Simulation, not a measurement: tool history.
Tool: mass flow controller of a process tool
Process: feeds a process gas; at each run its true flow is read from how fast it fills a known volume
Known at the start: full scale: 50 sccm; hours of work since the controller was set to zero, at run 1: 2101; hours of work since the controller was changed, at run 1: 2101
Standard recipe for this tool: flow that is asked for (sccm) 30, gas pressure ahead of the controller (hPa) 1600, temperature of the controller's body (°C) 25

run	day	flow that is asked for (sccm)	gas pressure ahead of the controller (hPa)	temperature of the controller's body (°C)	hours of work since the controller was set to zero	hours of work since the controller was changed	true flow (%)
1	0.000	30	1600	25	2101	2101	98.72
2	5.525	30	1600	28	2155	2155	98.95
3	11.742	30	1600	20	2216	2216	98.46
4	16.679	30	1600	20	2264	2264	98.45
5	27.196	30	1600	20	2367	2367	98.45
6	39.138	30	1600	20	2484	2484	98.21
7	46.133	30	1600	25	2552	2552	98.75
8	56.996	30	1600	20	2658	2658	98.25
9	62.917	6	1600	20	2716	2716	94.25
10	68.933	30	1600	20	2775	2775	98.44
11	80.204	30	1600	20	2885	2885	98.27
12	88.742	25	1600	20	2969	2969	97.93
13	93.796	25	1600	20	3018	3018	97.91
14	101.075	25	1600	20	3090	3090	97.89
15	112.392	30	1740	25	3200	3200	98.54
16	118.221	30	1740	25	3257	3257	98.52
17	128.067	30	1740	25	3354	3354	98.39
18	133.767	30	1740	25	3409	3409	98.65
19	140.000	30	1740	25	3470	3470	98.50
20	151.175	12	1780	25	3580	3580	96.38
21	159.988	26	1610	25	3666	3666	98.17
22	165.729	26	2070	24	3722	3722	98.35
23	171.621	23	1770	22	3780	3780	97.73
24	177.208	23	1770	22	3834	3834	97.68
25	186.758	19	1900	25	3928	3928	97.74
26	192.212	19	1900	25	3981	3981	97.64
27	199.704	19	1900	25	4054	4054	97.46
# day 202.317: controller's zero set anew
28	206.142	23	1600	21	37	4117	99.13
29	212.596	23	1600	21	101	4180	99.11
30	219.562	30	1690	25	169	4248	99.69

Expected results for the next run?
31	230.862	30	2540	24	279	4359	?

Run 31 yielded true flow (%) 100.10.
With no hidden state in the tool, this same run would have given true flow (%) 99.77.
